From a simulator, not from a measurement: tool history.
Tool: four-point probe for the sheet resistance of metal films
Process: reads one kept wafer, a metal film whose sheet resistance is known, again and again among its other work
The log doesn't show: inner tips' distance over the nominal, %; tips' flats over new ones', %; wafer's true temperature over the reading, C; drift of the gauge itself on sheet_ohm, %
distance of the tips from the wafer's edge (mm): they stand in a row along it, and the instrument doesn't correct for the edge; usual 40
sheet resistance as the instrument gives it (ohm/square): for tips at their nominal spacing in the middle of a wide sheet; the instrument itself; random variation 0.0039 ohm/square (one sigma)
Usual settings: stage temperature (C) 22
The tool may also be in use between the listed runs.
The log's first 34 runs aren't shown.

run	hour	stage temperature (C)	distance of the tips from the wafer's edge (mm)	touches since the probe head was changed	hours of work since the stage's thermometer was calibrated	sheet resistance as the instrument gives it (ohm/square)
35	605.1	32	30	63709	864	19.462783
36	621.4	25	3	64222	874	19.787107
37	643.5	18	7	64917	887	19.286893
38	663.3	18	40	65539	899	19.211354
39	677.7	22	5	65992	908	19.448236
40	697.4	19	5	66613	920	19.393078
41	712.7	19	5	67094	929	19.394743
42	733.8	19	5	67758	942	19.396527
43	752.4	31	26	68344	953	19.452093
44	771.7	32	30	68951	965	19.470528

3 ways to go on from here, each from the tool as it stands after run 44. What would each give?
A	794.3	28	6	69663	979	?
B	794.3	32	30	69663	979	?
C	794.3	35	16	69663	979	?

run	sheet resistance as the instrument gives it (ohm/square)
A	19.50786
B	19.473507
C	19.535145
Without the tool's hidden state the same runs would have given:
run	sheet resistance as the instrument gives it (ohm/square)
A	19.485173
B	19.45055
C	19.511904

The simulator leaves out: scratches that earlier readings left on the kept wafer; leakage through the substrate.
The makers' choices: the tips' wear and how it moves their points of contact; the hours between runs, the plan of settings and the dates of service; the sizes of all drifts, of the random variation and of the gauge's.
